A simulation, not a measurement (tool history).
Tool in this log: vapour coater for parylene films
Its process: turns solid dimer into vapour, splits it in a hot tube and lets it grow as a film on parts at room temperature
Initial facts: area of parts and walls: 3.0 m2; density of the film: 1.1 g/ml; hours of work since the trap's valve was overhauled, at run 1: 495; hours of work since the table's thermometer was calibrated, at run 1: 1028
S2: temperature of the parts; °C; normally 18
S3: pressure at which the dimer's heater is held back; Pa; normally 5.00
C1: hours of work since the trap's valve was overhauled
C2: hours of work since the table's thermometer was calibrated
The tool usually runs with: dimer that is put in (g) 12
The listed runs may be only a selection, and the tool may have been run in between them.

run 1 day=0.000 | dimer_that_is_put_in_(g)=12 S2=18 S3=5.00 | C1=495 C2=1028 | thickness_of_the_film_(µm)=2.34
run 2 day=1.933 | dimer_that_is_put_in_(g)=12 S2=18 S3=5.00 | C1=531 C2=1064 | thickness_of_the_film_(µm)=2.37
run 3 day=2.950 | dimer_that_is_put_in_(g)=12 S2=18 S3=5.00 | C1=550 C2=1083 | thickness_of_the_film_(µm)=2.40
run 4 day=4.021 | dimer_that_is_put_in_(g)=12 S2=18 S3=5.00 | C1=569 C2=1102 | thickness_of_the_film_(µm)=2.29
run 5 day=5.121 | dimer_that_is_put_in_(g)=12 S2=18 S3=7.34 | C1=590 C2=1123 | thickness_of_the_film_(µm)=2.36
run 6 day=7.054 | dimer_that_is_put_in_(g)=12 S2=18 S3=7.34 | C1=626 C2=1159 | thickness_of_the_film_(µm)=2.37
run 7 day=9.008 | dimer_that_is_put_in_(g)=12 S2=18 S3=5.00 | C1=662 C2=1195 | thickness_of_the_film_(µm)=2.33
-- day=9.779 trap's valve overhauled
run 8 day=10.504 | dimer_that_is_put_in_(g)=12 S2=18 S3=2.86 | C1=13 C2=1220 | thickness_of_the_film_(µm)=2.47
run 9 day=11.667 | dimer_that_is_put_in_(g)=12 S2=18 S3=5.00 | C1=35 C2=1242 | thickness_of_the_film_(µm)=2.39
run 10 day=13.438 | dimer_that_is_put_in_(g)=12 S2=11 S3=5.00 | C1=68 C2=1275 | thickness_of_the_film_(µm)=2.93
run 11 day=15.058 | dimer_that_is_put_in_(g)=12 S2=18 S3=2.78 | C1=98 C2=1305 | thickness_of_the_film_(µm)=2.43
run 12 day=16.533 | dimer_that_is_put_in_(g)=12 S2=18 S3=2.78 | C1=126 C2=1332 | thickness_of_the_film_(µm)=2.48
run 13 day=18.183 | dimer_that_is_put_in_(g)=12 S2=13 S3=5.00 | C1=156 C2=1363 | thickness_of_the_film_(µm)=2.79
run 14 day=20.342 | dimer_that_is_put_in_(g)=12 S2=18 S3=3.97 | C1=197 C2=1403 | thickness_of_the_film_(µm)=2.37
run 15 day=22.408 | dimer_that_is_put_in_(g)=12 S2=18 S3=3.97 | C1=235 C2=1442 | thickness_of_the_film_(µm)=2.39
run 16 day=24.371 | dimer_that_is_put_in_(g)=12 S2=18 S3=3.97 | C1=272 C2=1478 | thickness_of_the_film_(µm)=2.44
run 17 day=25.954 | dimer_that_is_put_in_(g)=9 S2=10 S3=3.58 | C1=301 C2=1508 | thickness_of_the_film_(µm)=2.29
run 18 day=28.200 | dimer_that_is_put_in_(g)=9 S2=10 S3=3.58 | C1=343 C2=1549 | thickness_of_the_film_(µm)=2.30
-- day=29.117 table's thermometer calibrated
run 19 day=29.188 | dimer_that_is_put_in_(g)=20 S2=20 S3=5.72 | C1=360 C2=1 | thickness_of_the_film_(µm)=3.63
run 20 day=30.783 | dimer_that_is_put_in_(g)=20 S2=20 S3=5.72 | C1=390 C2=31 | thickness_of_the_film_(µm)=3.67
run 21 day=32.075 | dimer_that_is_put_in_(g)=9 S2=21 S3=2.16 | C1=414 C2=55 | thickness_of_the_film_(µm)=1.69
run 22 day=33.942 | dimer_that_is_put_in_(g)=18 S2=28 S3=6.16 | C1=449 C2=90 | thickness_of_the_film_(µm)=2.60
run 23 day=35.888 | dimer_that_is_put_in_(g)=11 S2=13 S3=2.82 | C1=485 C2=126 | thickness_of_the_film_(µm)=2.61
run 24 day=38.125 | dimer_that_is_put_in_(g)=21 S2=10 S3=5.00 | C1=527 C2=168 | thickness_of_the_film_(µm)=5.25
run 25 day=39.771 | dimer_that_is_put_in_(g)=21 S2=28 S3=3.43 | C1=557 C2=198 | thickness_of_the_film_(µm)=3.16
run 26 day=40.767 | dimer_that_is_put_in_(g)=8 S2=14 S3=5.00 | C1=576 C2=217 | thickness_of_the_film_(µm)=1.77
run 27 day=42.979 | dimer_that_is_put_in_(g)=13 S2=12 S3=5.00 | C1=617 C2=258 | thickness_of_the_film_(µm)=3.07
run 28 day=44.762 | dimer_that_is_put_in_(g)=7 S2=22 S3=3.00 | C1=650 C2=291 | thickness_of_the_film_(µm)=1.27
-- day=46.196 trap's valve overhauled
run 29 day=46.854 | dimer_that_is_put_in_(g)=11 S2=28 S3=5.00 | C1=12 C2=327 | thickness_of_the_film_(µm)=1.60

Describe how what the log doesn't record of the tool's condition differs between the last listed run preceding each entry between runs and the first listed run following it.
Between runs 7 and 8: trap's valve overhauled (day 9.779)
  vapour lost through the trap's worn valve, %: 0.7 -> 0
  difference, measured minus the result without the unlogged condition, thickness of the film (µm): -0.02 -> +0.00
Between runs 18 and 19: table's thermometer calibrated (day 29.117)
  true temperature of the parts over the reading, C: 0.05 -> 0
  difference, measured minus the result without the unlogged condition, thickness of the film (µm): -0.01 -> -0.01
Between runs 28 and 29: trap's valve overhauled (day 46.196)
  vapour lost through the trap's worn valve, %: 0.7 -> 0
  difference, measured minus the result without the unlogged condition, thickness of the film (µm): -0.01 -> +0.00
